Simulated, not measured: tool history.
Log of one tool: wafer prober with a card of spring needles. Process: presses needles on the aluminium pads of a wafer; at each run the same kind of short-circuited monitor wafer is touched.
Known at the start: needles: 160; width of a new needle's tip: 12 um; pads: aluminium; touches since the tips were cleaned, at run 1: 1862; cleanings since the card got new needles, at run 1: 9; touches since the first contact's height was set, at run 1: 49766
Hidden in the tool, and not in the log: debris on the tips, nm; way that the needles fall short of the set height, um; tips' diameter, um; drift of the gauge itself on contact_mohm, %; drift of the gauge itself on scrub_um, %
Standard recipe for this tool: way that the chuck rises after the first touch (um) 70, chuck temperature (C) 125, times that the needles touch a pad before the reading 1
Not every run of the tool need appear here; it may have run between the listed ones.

run	hour	way that the chuck rises after the first touch (um)	chuck temperature (C)	times that the needles touch a pad before the reading	touches since the tips were cleaned	cleanings since the card got new needles	touches since the first contact's height was set	resistance of one needle with its contact and lead (mohm)	way that a needle slides on the pad (um)
1	0.0	70	125	1	1862	9	49766	244	9.14
# hour 7.3: tips cleaned on abrasive film
2	8.1	70	125	1	288	10	52753	249	9.18
3	14.8	70	125	1	2770	10	55235	246	9.16
# hour 19.9: tips cleaned on abrasive film
4	24.2	70	125	1	1615	11	58702	247	9.18
# hour 32.3: tips cleaned on abrasive film
5	32.7	70	29	1	157	12	61831	221	9.20
6	40.5	70	29	1	3076	12	64750	222	9.18
# hour 44.6: tips cleaned on abrasive film
7	45.8	70	45	1	448	13	66665	233	9.20
8	52.9	70	125	1	3096	13	69313	248	9.20
# hour 57.2: tips cleaned on abrasive film
9	61.1	70	125	1	1457	14	72325	245	9.19
# hour 69.4: tips cleaned on abrasive film
10	69.4	70	125	1	0	15	75382	251	9.17
11	75.7	70	125	1	2367	15	77749	247	9.23
12	80.5	70	125	1	4140	15	79522	246	9.23
# hour 82.1: tips cleaned on abrasive film
13	88.5	76	125	1	2390	16	82464	251	10.02
14	93.6	76	125	1	4280	16	84354	245	10.03
# hour 95.2: tips cleaned on abrasive film
15	99.6	70	125	1	1647	17	86561	247	9.18
16	107.2	67	125	1	4478	17	89392	245	8.86
# hour 108.1: tips cleaned on abrasive film
# hour 111.5: height of the first contact set anew
17	115.4	70	125	3	2629	18	1469	248	9.25
# hour 120.9: tips cleaned on abrasive film
18	122.6	57	125	3	640	19	4088	248	7.52
19	131.1	76	98	3	3827	19	7275	241	10.05
# hour 133.4: tips cleaned on abrasive film
20	138.3	51	98	1	1842	20	9922	243	6.74
# hour 146.4: tips cleaned on abrasive film
21	146.5	51	98	1	31	21	12910	245	6.74
22	153.2	51	98	1	2549	21	15428	247	6.74
# hour 158.9: tips cleaned on abrasive film
23	163.0	59	98	1	1543	22	19037	240	7.80
# hour 171.9: tips cleaned on abrasive film
24	172.0	59	98	2	19	23	22347	240	7.81
25	180.2	70	125	2	3074	23	25402	248	9.29
# hour 184.5: tips cleaned on abrasive film
26	186.2	70	52	2	616	24	27580	224	9.29
27	192.7	51	38	2	3068	24	30032	228	6.78
# hour 197.5: tips cleaned on abrasive film
28	198.3	72	46	1	287	25	32075	226	9.55
29	204.1	80	44	2	2446	25	34234	230	10.60
# hour 209.8: tips cleaned on abrasive film
30	212.6	66	44	2	1033	26	37358	228	8.76
31	217.5	66	44	2	2856	26	39181	223	8.75
# hour 222.2: tips cleaned on abrasive film
32	222.4	75	27	1	75	27	40973	225	9.97
# hour 226.3: gauge calibrated
33	230.6	75	27	1	3124	27	44022	220	9.83
# hour 235.2: tips cleaned on abrasive film
34	235.4	75	27	1	97	28	45787	222	9.83

4 ways to go on from here, each from the tool as it stands after run 34. What would each give?
A	244.0	70	33	1	3270	28	48960	?	?
B	244.0	89	31	1	3270	28	48960	?	?
C	244.0	75	27	3	3270	28	48960	?	?
D	244.0	75	27	2	3270	28	48960	?	?

run	resistance of one needle with its contact and lead (mohm)	way that a needle slides on the pad (um)
A	224	9.20
B	222	11.68
C	222	9.84
D	225	9.85
With the hidden condition removed and each run's random variation left untouched, the same runs would have given:
run	resistance of one needle with its contact and lead (mohm)	way that a needle slides on the pad (um)
A	224	9.19
B	221	11.67
C	221	9.83
D	225	9.84
